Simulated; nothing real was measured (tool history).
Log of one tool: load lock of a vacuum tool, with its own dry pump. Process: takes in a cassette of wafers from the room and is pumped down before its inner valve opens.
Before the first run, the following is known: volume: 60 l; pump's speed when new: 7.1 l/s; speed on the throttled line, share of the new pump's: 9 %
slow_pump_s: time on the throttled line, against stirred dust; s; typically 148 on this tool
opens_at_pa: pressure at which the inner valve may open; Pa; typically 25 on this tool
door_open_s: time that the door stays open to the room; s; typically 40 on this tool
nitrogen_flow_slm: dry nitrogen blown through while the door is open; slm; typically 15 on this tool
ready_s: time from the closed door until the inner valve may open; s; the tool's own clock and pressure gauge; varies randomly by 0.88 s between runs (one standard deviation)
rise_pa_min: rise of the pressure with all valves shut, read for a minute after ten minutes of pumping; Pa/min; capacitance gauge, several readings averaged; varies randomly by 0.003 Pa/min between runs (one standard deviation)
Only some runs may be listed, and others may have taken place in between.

| run | hour | slow_pump_s | opens_at_pa | door_open_s | nitrogen_flow_slm | incoming humidity of the room's air, % | ready_s | rise_pa_min |
|---|---|---|---|---|---|---|---|---|
| 1 | 0 | 148 | 25 | 40 | 15 | 44.9 | 206.5 | 0.09 |
| 2 | 117.8 | 279 | 25 | 40 | 15 | 45.9 | 324.2 | 0.096 |
| 3 | 258 | 148 | 25 | 40 | 15 | 44.9 | 207.4 | 0.099 |
| 4 | 434.2 | 148 | 25 | 40 | 15 | 46.5 | 208.5 | 0.099 |
| 5 | 603 | 148 | 25 | 40 | 15 | 47 | 207.8 | 0.103 |
| 6 | 755.9 | 148 | 25 | 40 | 15 | 45.9 | 209.9 | 0.103 |
| 7 | 1007.1 | 148 | 25 | 40 | 15 | 48.4 | 207.8 | 0.111 |
| 8 | 1183.1 | 148 | 25 | 40 | 45 | 43.4 | 208.6 | 0.098 |
| 9 | 1295.6 | 148 | 25 | 40 | 15 | 46.1 | 208.7 | 0.117 |
| 10 | 1484.5 | 148 | 25 | 40 | 15 | 41 | 208.3 | 0.11 |
| 11 | 1708.7 | 148 | 25 | 40 | 15 | 47.7 | 209.5 | 0.118 |
| 12 | 1925.2 | 148 | 25 | 40 | 15 | 41.6 | 208.4 | 0.12 |
| 13 | 2148.2 | 148 | 25 | 40 | 15 | 43.3 | 209.9 | 0.129 |
| 14 | 2286 | 148 | 25 | 40 | 15 | 43.8 | 209.5 | 0.124 |
| 15 | 2538.1 | 148 | 25 | 62 | 15 | 47.1 | 209.4 | 0.139 |
| 16 | 2730 | 148 | 25 | 62 | 15 | 46.7 | 209.2 | 0.137 |
| 17 | 2986.4 | 148 | 25 | 62 | 15 | 44.3 | 209.4 | 0.149 |
| 18 | 3159 | 242 | 25 | 62 | 15 | 49.9 | 295.5 | 0.153 |
| 19 | 3415.2 | 117 | 47 | 30 | 9 | 45.4 | 176.1 | 0.152 |
| 20 | 3531.9 | 148 | 25 | 90 | 15 | 43 | 210.3 | 0.159 |
| 21 | 3698.1 | 148 | 25 | 149 | 15 | 46.2 | 212.4 | 0.178 |
| 22 | 3958.3 | 148 | 25 | 149 | 15 | 45.8 | 210.6 | 0.18 |
| 23 | 4177.3 | 166 | 18 | 57 | 10 | 40.4 | 229.9 | 0.169 |
| 24 | 4423.4 | 166 | 18 | 57 | 10 | 41.8 | 230.7 | 0.176 |
| 25 | 4589.8 | 166 | 18 | 57 | 10 | 45.7 | 230.2 | 0.175 |
| 26 | 4820.4 | 166 | 18 | 57 | 10 | 45.1 | 229.1 | 0.189 |
| 27 | 4958 | 237 | 39 | 58 | 11 | 46.2 | 288 | 0.193 |
| 28 | 5225.4 | 84 | 25 | 40 | 43 | 46.2 | 153.1 | 0.183 |
| 29 | 5407.8 | 119 | 44 | 58 | 40 | 42.9 | 179.9 | 0.173 |
| 30 | 5644.7 | 119 | 44 | 58 | 40 | 47 | 179.2 | 0.189 |
| 31 | 5850.8 | 119 | 44 | 27 | 40 | 43 | 180.8 | 0.191 |
| 32 | 5997.1 | 90 | 24 | 97 | 15 | 45.7 | 159.4 | 0.211 |
| 33 | 6125.5 | 89 | 25 | 40 | 22 | 43.4 | 158.7 | 0.209 |
| 34 | 6241 | 89 | 25 | 40 | 22 | 45.1 | 158.7 | 0.208 |
| 35 | 6481.8 | 148 | 41 | 40 | 16 | 47.4 | 207.9 | 0.219 |
|  | 6583.1 | door's seal changed, seat wiped |
| 36 | 6731.5 | 165 | 41 | 35 | 5 | 45.9 | 223.7 | 0.032 |

Some steps in ready_s between neighbouring runs. How much of each would the tool show without its hidden state too (settings, what came in, random variation), and how much is left for the hidden state, with any gauge scatter that isn't in both results?
Hidden state present: pump's speed, % of a new pump's; leak at the door's seal, Pa l/s; drift of the gauge itself on ready_s, %; drift of the gauge itself on rise_pa_min, %.
Run 1 -> 2: slow_pump_s 148 -> 279. ready_s +117.7 s: hidden state -0.8, all else +118.5.
Run 18 -> 19: slow_pump_s 242 -> 117, opens_at_pa 25 -> 47, door_open_s 62 -> 30, nitrogen_flow_slm 15 -> 9. ready_s -119.4 s: hidden state +0.6, all else -120.
Run 26 -> 27: slow_pump_s 166 -> 237, opens_at_pa 18 -> 39, door_open_s 57 -> 58, nitrogen_flow_slm 10 -> 11. ready_s +58.9 s: hidden state -1.5, all else +60.4.
Run 27 -> 28: slow_pump_s 237 -> 84, opens_at_pa 39 -> 25, door_open_s 58 -> 40, nitrogen_flow_slm 11 -> 43. ready_s -134.9 s: hidden state +1.9, all else -136.8.
Run 34 -> 35: slow_pump_s 89 -> 148, opens_at_pa 25 -> 41, nitrogen_flow_slm 22 -> 16. ready_s +49.2 s: hidden state -1.2, all else +50.4.
